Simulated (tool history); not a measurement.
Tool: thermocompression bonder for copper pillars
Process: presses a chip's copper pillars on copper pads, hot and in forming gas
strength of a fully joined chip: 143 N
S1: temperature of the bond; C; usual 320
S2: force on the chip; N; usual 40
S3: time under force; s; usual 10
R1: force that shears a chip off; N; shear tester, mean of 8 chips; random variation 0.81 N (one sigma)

run	hour	S1	S2	S3	R1
1	0.0	320	40	10	87.6
2	6.1	320	40	10	87.7
3	12.2	320	40	13	94.8
4	21.6	320	40	13	95.8
5	31.0	320	40	13	95.4
6	39.8	320	58	10	100.2
7	44.9	320	58	10	98.7
8	53.2	320	58	10	101.1
9	57.0	320	58	10	99.1
# hour 59.1: forming gas filter changed
10	63.7	320	58	10	99.7
11	71.2	320	58	10	99.7
12	80.4	320	58	10	101.0
13	85.0	309	40	10	81.7
14	89.1	309	51	10	89.7
15	94.5	320	52	10	96.4
16	101.7	320	40	10	88.8
17	109.3	320	40	10	87.9
18	113.6	320	40	10	89.2
19	121.2	320	40	10	88.6
20	126.9	320	40	10	87.9
21	130.8	320	40	11	91.3
22	134.8	295	35	24	91.6
23	143.2	291	48	29	102.6
24	150.3	291	48	29	103.6
25	154.8	291	55	9	76.4
26	160.5	291	55	9	76.6
27	166.5	336	58	25	128.4
28	175.7	314	47	7	80.4
29	184.4	309	35	6	64.4
30	192.7	309	35	6	64.5
31	202.1	342	27	10	87.5
32	208.2	308	29	19	88.1
33	213.6	327	29	6	69.0
34	221.3	337	58	25	131.3
35	226.6	341	60	6	99.1
36	234.9	338	29	11	92.0
37	242.0	316	40	10	86.4
38	248.8	316	30	24	100.4
39	253.5	340	29	16	102.7

Forecast each of these 5 alternatives for the next run:
A	259.3	340	40	16	?
B	259.3	320	55	6	?
C	259.3	306	29	16	?
D	259.3	340	43	16	?
E	259.3	340	29	9	?

run	R1
A	110.6
B	85.7
C	80.3
D	113.4
E	86.5
Without the tool's hidden state the same runs would have given:
run	R1
A	110.8
B	85.9
C	80.4
D	113.6
E	86.7
